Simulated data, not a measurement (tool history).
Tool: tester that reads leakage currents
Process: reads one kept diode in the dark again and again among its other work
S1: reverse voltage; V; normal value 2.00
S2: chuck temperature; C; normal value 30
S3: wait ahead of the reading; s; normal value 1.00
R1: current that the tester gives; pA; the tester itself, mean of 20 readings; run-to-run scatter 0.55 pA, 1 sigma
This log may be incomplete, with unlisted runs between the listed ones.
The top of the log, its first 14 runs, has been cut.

run	hour	S1	S2	S3	R1
15	1458.6	2.00	30	0.66	154.91
# hour 1471.8: chuck's temperature calibrated
16	1580.2	2.00	30	0.66	144.83
17	1673.0	2.00	30	0.66	144.22
18	1784.9	2.34	30	0.66	155.06
19	1850.5	2.34	30	0.66	154.69
# hour 1890.2: probe card cleaned and baked
20	1934.7	2.00	23	1.00	72.56
21	2030.9	2.00	29	1.94	127.43
22	2111.7	7.23	56	1.00	2238.90
# hour 2247.1: chuck's temperature calibrated, once more
23	2250.8	3.42	32	1.00	281.22
24	2375.0	3.42	32	1.00	280.74
25	2509.0	2.00	23	1.00	95.91
26	2582.9	2.00	23	1.00	96.07
27	2653.1	4.12	53	1.00	1722.40
28	2715.2	5.50	46	6.99	1117.22
29	2792.6	15.02	32	1.00	542.72
30	2864.2	10.11	50	1.00	2032.05
31	2953.5	10.11	50	1.00	2020.23
32	3031.8	10.11	50	1.00	2021.72
33	3141.4	1.18	23	0.34	73.91
34	3239.3	1.18	23	7.73	73.20
35	3357.9	2.00	41	5.63	458.35

Expected results for the next run?
36	3482.5	2.00	45	2.02	?

R1: 632.12 pA
Had the tool carried no hidden state, the very same run would have given R1 652.06 pA.
